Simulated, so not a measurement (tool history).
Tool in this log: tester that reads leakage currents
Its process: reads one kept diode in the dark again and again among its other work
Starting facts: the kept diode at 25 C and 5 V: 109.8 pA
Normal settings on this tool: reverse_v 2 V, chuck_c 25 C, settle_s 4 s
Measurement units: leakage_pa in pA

run,hour,reverse_v,chuck_c,settle_s,leakage_pa
1,0,2,25,4,77.18
2,86,2,25,2.64,77.53
3,150.5,2,25,2.64,77.79
4,273.5,2,25,2.64,77.5
5,363.7,2,25,2.64,77.34
6,508.1,1.52,25,4,69.36
7,617.4,1.52,25,4,68.88
8,707.7,1.52,25,4,69.32
9,821.2,2,25,4,77.07
10,894.1,7.49,25,4,129.03
11,982.1,7.49,50,4,711.04
12,1057,7.49,50,4,709.61
13,1208.9,2,25,4,76.91
14,1286.9,2,25,4,77.23
15,1373.9,2,25,1.04,77.28
16,1445.3,2,25,1.04,77.43
17,1552.7,2,25,1.04,77.26
18,1664.7,2,58,0.32,700.91
19,1744.3,2,40,2.64,223.66
20,1839.4,2,40,2.64,223.52
21,1929.7,7.15,39,3.61,340.1
22,2045.2,4.29,32,1.18,173.94
23,2127,2.27,59,9.67,780.23
24,2265.6,9.17,21,0.48,105.16
25,2362.3,9.17,21,0.48,105.44
26,2493.5,1.58,21,0.48,52.72
27,2602.9,1.58,21,0.48,52.62
28,2683.2,1.06,25,6.01,60.42
29,2836,2,37,6.93,181.2

Put back what was entered between runs (1 entry, withheld): which listed runs does each sit between, and how does the hidden state differ from the listed run before to the listed run after?
Runs 26 to 27: chuck's temperature calibrated (hour 2508.2)
  true chuck temperature over the reading, C: -0.04 -> 0
  measured minus no-state result, leakage_pa: -0.13 -> +0.02 pA
